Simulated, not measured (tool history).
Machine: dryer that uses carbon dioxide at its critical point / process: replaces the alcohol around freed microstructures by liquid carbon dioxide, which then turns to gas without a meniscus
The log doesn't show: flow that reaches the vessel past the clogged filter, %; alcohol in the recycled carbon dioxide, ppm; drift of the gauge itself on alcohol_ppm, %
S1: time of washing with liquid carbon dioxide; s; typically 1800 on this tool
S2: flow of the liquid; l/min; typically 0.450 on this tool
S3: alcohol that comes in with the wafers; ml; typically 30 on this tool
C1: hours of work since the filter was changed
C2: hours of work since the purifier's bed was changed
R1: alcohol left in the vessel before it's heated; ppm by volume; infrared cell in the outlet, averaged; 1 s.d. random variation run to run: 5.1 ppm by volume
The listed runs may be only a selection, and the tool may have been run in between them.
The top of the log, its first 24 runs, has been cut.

run	hour	S1	S2	S3	C1	C2	R1
25	658.5	1200	0.622	30	38	59	143
26	693.8	1200	0.622	30	56	76	152
27	721.6	1800	0.553	30	70	90	59
28	749.8	2880	0.382	78	83	104	83
29	781.1	1800	0.450	23	99	119	114
30	812.6	1800	0.450	23	114	134	120
31	834.4	1800	0.450	23	125	145	131
32	864.0	1800	0.658	23	140	160	76
33	885.1	1800	0.450	82	150	170	314
34	905.0	2160	0.710	21	160	180	78
35	941.0	2160	0.710	21	178	198	87
36	977.7	2160	0.710	21	196	216	95
37	1000.1	2520	0.450	62	207	227	122
38	1023.8	2880	0.321	62	218	238	220
39	1062.6	1800	0.433	68	238	258	391
40	1100.6	1800	0.433	68	256	276	409
41	1132.2	1260	0.450	31	272	292	612
42	1151.6	1440	0.510	28	281	301	282
43	1189.8	1440	0.510	28	300	320	301
44	1219.6	1320	0.510	61	315	335	664
45	1244.5	1320	0.510	61	327	347	697
46	1264.3	1320	0.510	61	337	357	695
47	1302.2	1560	0.307	99	356	376	3161

Consider 3 possible next runs. They are alternatives, not a sequence: every one starts from the tool as it was left by run 47. What does each give?
A	1320.8	1800	0.300	57	365	385	?
B	1320.8	1320	0.589	56	365	385	?
C	1320.8	1200	0.450	52	365	385	?

run	R1
A	1342
B	447
C	1248
With the hidden condition removed and each run's random variation left untouched, the same runs would have given:
run	R1
A	795
B	163
C	722
